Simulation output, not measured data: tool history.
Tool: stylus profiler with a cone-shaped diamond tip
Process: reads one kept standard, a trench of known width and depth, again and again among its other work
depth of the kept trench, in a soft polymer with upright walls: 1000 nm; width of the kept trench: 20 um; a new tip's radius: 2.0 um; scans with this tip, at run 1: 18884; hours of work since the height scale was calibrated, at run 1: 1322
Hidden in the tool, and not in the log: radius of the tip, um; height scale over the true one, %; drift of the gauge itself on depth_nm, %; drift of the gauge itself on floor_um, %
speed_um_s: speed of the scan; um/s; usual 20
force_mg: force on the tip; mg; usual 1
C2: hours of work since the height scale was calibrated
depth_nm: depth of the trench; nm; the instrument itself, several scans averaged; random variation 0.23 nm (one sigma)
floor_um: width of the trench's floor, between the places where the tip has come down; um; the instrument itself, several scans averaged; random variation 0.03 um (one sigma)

{"run": 1, "hour": 0.0, "speed_um_s": 20, "force_mg": 1, "scans with this tip": 18884, "C2": 1322, "depth_nm": 1008.23, "floor_um": 16.4}
{"run": 2, "hour": 79.3, "speed_um_s": 20, "force_mg": 1, "scans with this tip": 19742, "C2": 1382, "depth_nm": 1008.12, "floor_um": 16.38}
{"run": 3, "hour": 180.6, "speed_um_s": 20, "force_mg": 1, "scans with this tip": 20837, "C2": 1459, "depth_nm": 1008.68, "floor_um": 16.37}
{"run": 4, "hour": 255.3, "speed_um_s": 20, "force_mg": 1, "scans with this tip": 21644, "C2": 1515, "depth_nm": 1008.22, "floor_um": 16.33}
{"run": 5, "hour": 323.7, "speed_um_s": 20, "force_mg": 1, "scans with this tip": 22383, "C2": 1567, "depth_nm": 1008.45, "floor_um": 16.34}
{"run": 6, "hour": 405.6, "speed_um_s": 66, "force_mg": 1, "scans with this tip": 23268, "C2": 1629, "depth_nm": 1008.23, "floor_um": 16.01}
{"run": 7, "hour": 489.4, "speed_um_s": 66, "force_mg": 1, "scans with this tip": 24174, "C2": 1692, "depth_nm": 1008.69, "floor_um": 15.97}
{"run": 8, "hour": 549.4, "speed_um_s": 20, "force_mg": 1, "scans with this tip": 24822, "C2": 1738, "depth_nm": 1008.44, "floor_um": 16.37}
{"run": 9, "hour": 612.9, "speed_um_s": 20, "force_mg": 1, "scans with this tip": 25509, "C2": 1786, "depth_nm": 1007.9, "floor_um": 16.32}
{"run": 10, "hour": 673.9, "speed_um_s": 20, "force_mg": 1, "scans with this tip": 26168, "C2": 1832, "depth_nm": 1008.03, "floor_um": 16.35}
{"hour": 713.3, "done": "height scale calibrated on a step standard"}
{"run": 11, "hour": 770.4, "speed_um_s": 20, "force_mg": 0.4, "scans with this tip": 27206, "C2": 43, "depth_nm": 1004.38, "floor_um": 16.28}
{"run": 12, "hour": 876.6, "speed_um_s": 20, "force_mg": 0.4, "scans with this tip": 28354, "C2": 124, "depth_nm": 1004.22, "floor_um": 16.3}
{"hour": 906.9, "done": "new tip fitted, height scale calibrated"}
{"run": 13, "hour": 969.2, "speed_um_s": 20, "force_mg": 1.75, "scans with this tip": 674, "C2": 47, "depth_nm": 1012.17, "floor_um": 16.4}
{"run": 14, "hour": 1068.2, "speed_um_s": 20, "force_mg": 1.75, "scans with this tip": 1743, "C2": 122, "depth_nm": 1011.78, "floor_um": 16.41}
{"run": 15, "hour": 1148.9, "speed_um_s": 20, "force_mg": 1.75, "scans with this tip": 2616, "C2": 183, "depth_nm": 1011.66, "floor_um": 16.46}
{"run": 16, "hour": 1208.6, "speed_um_s": 20, "force_mg": 1, "scans with this tip": 3261, "C2": 228, "depth_nm": 1007.93, "floor_um": 16.42}
{"run": 17, "hour": 1318.1, "speed_um_s": 20, "force_mg": 0.61, "scans with this tip": 4444, "C2": 311, "depth_nm": 1005.57, "floor_um": 16.31}
{"run": 18, "hour": 1376.4, "speed_um_s": 20, "force_mg": 0.61, "scans with this tip": 5075, "C2": 355, "depth_nm": 1005.68, "floor_um": 16.37}
{"run": 19, "hour": 1452.8, "speed_um_s": 20, "force_mg": 0.61, "scans with this tip": 5901, "C2": 413, "depth_nm": 1005.97, "floor_um": 16.3}
{"run": 20, "hour": 1519.0, "speed_um_s": 20, "force_mg": 0.61, "scans with this tip": 6616, "C2": 463, "depth_nm": 1005.75, "floor_um": 16.35}
{"run": 21, "hour": 1625.3, "speed_um_s": 20, "force_mg": 0.61, "scans with this tip": 7764, "C2": 544, "depth_nm": 1005.67, "floor_um": 16.42}
{"run": 22, "hour": 1692.2, "speed_um_s": 20, "force_mg": 0.61, "scans with this tip": 8488, "C2": 594, "depth_nm": 1005.69, "floor_um": 16.35}
{"run": 23, "hour": 1756.4, "speed_um_s": 20, "force_mg": 0.61, "scans with this tip": 9182, "C2": 643, "depth_nm": 1005.79, "floor_um": 16.29}
{"run": 24, "hour": 1852.8, "speed_um_s": 16, "force_mg": 0.66, "scans with this tip": 10223, "C2": 716, "depth_nm": 1005.77, "floor_um": 16.34}
{"run": 25, "hour": 1943.4, "speed_um_s": 16, "force_mg": 0.66, "scans with this tip": 11203, "C2": 784, "depth_nm": 1006.62, "floor_um": 16.35}
{"run": 26, "hour": 2037.5, "speed_um_s": 16, "force_mg": 0.66, "scans with this tip": 12220, "C2": 855, "depth_nm": 1005.75, "floor_um": 16.37}
{"run": 27, "hour": 2099.6, "speed_um_s": 37, "force_mg": 0.4, "scans with this tip": 12891, "C2": 902, "depth_nm": 1004.46, "floor_um": 16.06}
{"run": 28, "hour": 2156.4, "speed_um_s": 37, "force_mg": 0.4, "scans with this tip": 13505, "C2": 945, "depth_nm": 1004.26, "floor_um": 16.07}
{"run": 29, "hour": 2246.4, "speed_um_s": 37, "force_mg": 0.4, "scans with this tip": 14478, "C2": 1014, "depth_nm": 1004.72, "floor_um": 16.06}
{"run": 30, "hour": 2354.4, "speed_um_s": 37, "force_mg": 1.07, "scans with this tip": 15645, "C2": 1095, "depth_nm": 1008.44, "floor_um": 16.2}
{"run": 31, "hour": 2460.1, "speed_um_s": 13, "force_mg": 2.79, "scans with this tip": 16787, "C2": 1175, "depth_nm": 1016.04, "floor_um": 16.44}
{"run": 32, "hour": 2543.3, "speed_um_s": 19, "force_mg": 0.6, "scans with this tip": 17686, "C2": 1238, "depth_nm": 1006.04, "floor_um": 16.32}
{"run": 33, "hour": 2658.5, "speed_um_s": 23, "force_mg": 1.19, "scans with this tip": 18931, "C2": 1325, "depth_nm": 1009.11, "floor_um": 16.36}
{"run": 34, "hour": 2710.4, "speed_um_s": 9, "force_mg": 0.38, "scans with this tip": 19493, "C2": 1365, "depth_nm": 1004.16, "floor_um": 16.42}
{"run": 35, "hour": 2818.7, "speed_um_s": 9, "force_mg": 2.86, "scans with this tip": 20664, "C2": 1447, "depth_nm": 1016.47, "floor_um": 16.5}
{"run": 36, "hour": 2904.0, "speed_um_s": 9, "force_mg": 2.86, "scans with this tip": 21585, "C2": 1511, "depth_nm": 1016.96, "floor_um": 16.5}
{"run": 37, "hour": 2955.5, "speed_um_s": 9, "force_mg": 2.89, "scans with this tip": 22142, "C2": 1550, "depth_nm": 1016.51, "floor_um": 16.49}
{"run": 38, "hour": 3061.4, "speed_um_s": 7, "force_mg": 1, "scans with this tip": 23286, "C2": 1630, "depth_nm": 1008.16, "floor_um": 16.49}
{"run": 39, "hour": 3150.6, "speed_um_s": 7, "force_mg": 1, "scans with this tip": 24251, "C2": 1698, "depth_nm": 1008.47, "floor_um": 16.46}
{"run": 40, "hour": 3204.1, "speed_um_s": 7, "force_mg": 2.69, "scans with this tip": 24829, "C2": 1738, "depth_nm": 1016.2, "floor_um": 16.53}
{"run": 41, "hour": 3304.0, "speed_um_s": 54, "force_mg": 0.98, "scans with this tip": 25909, "C2": 1814, "depth_nm": 1007.65, "floor_um": 16.09}
{"hour": 3367.1, "done": "height scale calibrated on a step standard"}
{"run": 42, "hour": 3385.0, "speed_um_s": 8, "force_mg": 0.38, "scans with this tip": 26779, "C2": 14, "depth_nm": 1004.32, "floor_um": 16.38}
{"run": 43, "hour": 3469.4, "speed_um_s": 8, "force_mg": 0.38, "scans with this tip": 27691, "C2": 77, "depth_nm": 1004.44, "floor_um": 16.41}
{"hour": 3559.3, "done": "new tip fitted, height scale calibrated"}
{"run": 44, "hour": 3583.5, "speed_um_s": 8, "force_mg": 0.38, "scans with this tip": 262, "C2": 18, "depth_nm": 1004.53, "floor_um": 16.42}
{"run": 45, "hour": 3655.2, "speed_um_s": 7, "force_mg": 0.35, "scans with this tip": 1038, "C2": 73, "depth_nm": 1004.13, "floor_um": 16.41}

3 ways to go on from here, each from the tool as it stands after run 45. What would each give?
{"run": "A", "hour": 3767.0, "speed_um_s": 73, "force_mg": 1.51, "scans with this tip": 2246, "C2": 157, "depth_nm": "?", "floor_um": "?"}
{"run": "B", "hour": 3767.0, "speed_um_s": 7, "force_mg": 2.43, "scans with this tip": 2246, "C2": 157, "depth_nm": "?", "floor_um": "?"}
{"run": "C", "hour": 3767.0, "speed_um_s": 27, "force_mg": 1.15, "scans with this tip": 2246, "C2": 157, "depth_nm": "?", "floor_um": "?"}

run=A depth_nm=1010.82 floor_um=16.04
run=B depth_nm=1014.79 floor_um=16.54
run=C depth_nm=1009.14 floor_um=16.29
Without the tool's hidden state the same runs would have given:
run=A depth_nm=1010.82 floor_um=16.05
run=B depth_nm=1014.8 floor_um=16.54
run=C depth_nm=1009.15 floor_um=16.29

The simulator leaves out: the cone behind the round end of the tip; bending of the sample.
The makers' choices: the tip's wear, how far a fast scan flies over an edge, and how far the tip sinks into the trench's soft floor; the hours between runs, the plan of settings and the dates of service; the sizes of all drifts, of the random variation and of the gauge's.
